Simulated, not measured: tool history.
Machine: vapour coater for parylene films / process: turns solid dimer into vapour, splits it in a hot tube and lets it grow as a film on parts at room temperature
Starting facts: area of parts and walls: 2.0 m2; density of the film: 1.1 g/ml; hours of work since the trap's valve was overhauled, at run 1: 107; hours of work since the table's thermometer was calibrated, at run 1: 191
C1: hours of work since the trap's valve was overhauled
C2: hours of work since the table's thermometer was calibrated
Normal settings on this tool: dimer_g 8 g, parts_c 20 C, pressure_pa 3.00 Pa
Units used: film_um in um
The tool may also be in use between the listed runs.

{"run": 1, "day": 0.0, "dimer_g": 8, "parts_c": 20, "pressure_pa": 3.0, "C1": 107, "C2": 191, "film_um": 2.306}
{"run": 2, "day": 1.104, "dimer_g": 8, "parts_c": 20, "pressure_pa": 3.0, "C1": 127, "C2": 211, "film_um": 2.297}
{"run": 3, "day": 1.912, "dimer_g": 8, "parts_c": 20, "pressure_pa": 3.0, "C1": 142, "C2": 226, "film_um": 2.307}
{"run": 4, "day": 2.879, "dimer_g": 8, "parts_c": 20, "pressure_pa": 3.0, "C1": 160, "C2": 243, "film_um": 2.277}
{"run": 5, "day": 3.671, "dimer_g": 8, "parts_c": 20, "pressure_pa": 3.0, "C1": 174, "C2": 258, "film_um": 2.286}
{"run": 6, "day": 5.012, "dimer_g": 8, "parts_c": 20, "pressure_pa": 3.0, "C1": 199, "C2": 282, "film_um": 2.29}
{"run": 7, "day": 5.946, "dimer_g": 8, "parts_c": 20, "pressure_pa": 3.0, "C1": 216, "C2": 299, "film_um": 2.265}
{"run": 8, "day": 7.204, "dimer_g": 8, "parts_c": 20, "pressure_pa": 3.0, "C1": 239, "C2": 322, "film_um": 2.257}
{"run": 9, "day": 8.371, "dimer_g": 8, "parts_c": 20, "pressure_pa": 3.0, "C1": 260, "C2": 344, "film_um": 2.248}
{"run": 10, "day": 9.329, "dimer_g": 8, "parts_c": 20, "pressure_pa": 3.0, "C1": 278, "C2": 361, "film_um": 2.239}
{"day": 9.6, "done": "trap's valve overhauled"}
{"run": 11, "day": 10.45, "dimer_g": 8, "parts_c": 20, "pressure_pa": 3.0, "C1": 16, "C2": 379, "film_um": 2.373}
{"run": 12, "day": 11.696, "dimer_g": 9, "parts_c": 20, "pressure_pa": 7.11, "C1": 38, "C2": 401, "film_um": 2.275}
{"run": 13, "day": 12.758, "dimer_g": 9, "parts_c": 20, "pressure_pa": 7.11, "C1": 58, "C2": 421, "film_um": 2.258}
{"run": 14, "day": 13.962, "dimer_g": 9, "parts_c": 20, "pressure_pa": 7.11, "C1": 80, "C2": 443, "film_um": 2.257}
{"run": 15, "day": 14.621, "dimer_g": 5, "parts_c": 22, "pressure_pa": 3.0, "C1": 92, "C2": 455, "film_um": 1.326}
{"run": 16, "day": 15.208, "dimer_g": 5, "parts_c": 22, "pressure_pa": 3.0, "C1": 102, "C2": 466, "film_um": 1.346}
{"run": 17, "day": 15.892, "dimer_g": 7, "parts_c": 23, "pressure_pa": 10.12, "C1": 115, "C2": 478, "film_um": 1.426}

Hidden state or all else? Some run-to-run changes of film_um, split into what the settings, what came in and random variation would give without the hidden state, and what is left for the hidden state (with any gauge scatter that isn't in both results):
Hidden state at play: vapour lost through the trap's worn valve, %; true temperature of the parts over the reading, C; drift of the gauge itself on film_um, %.
Run 10 -> 11: trap's valve overhauled. film_um +0.134 um: hidden state +0.127, all else +0.007.
Run 14 -> 15: dimer_g 9 -> 5, parts_c 20 -> 22, pressure_pa 7.11 -> 3.00. film_um -0.931 um: hidden state +0.005, all else -0.936.
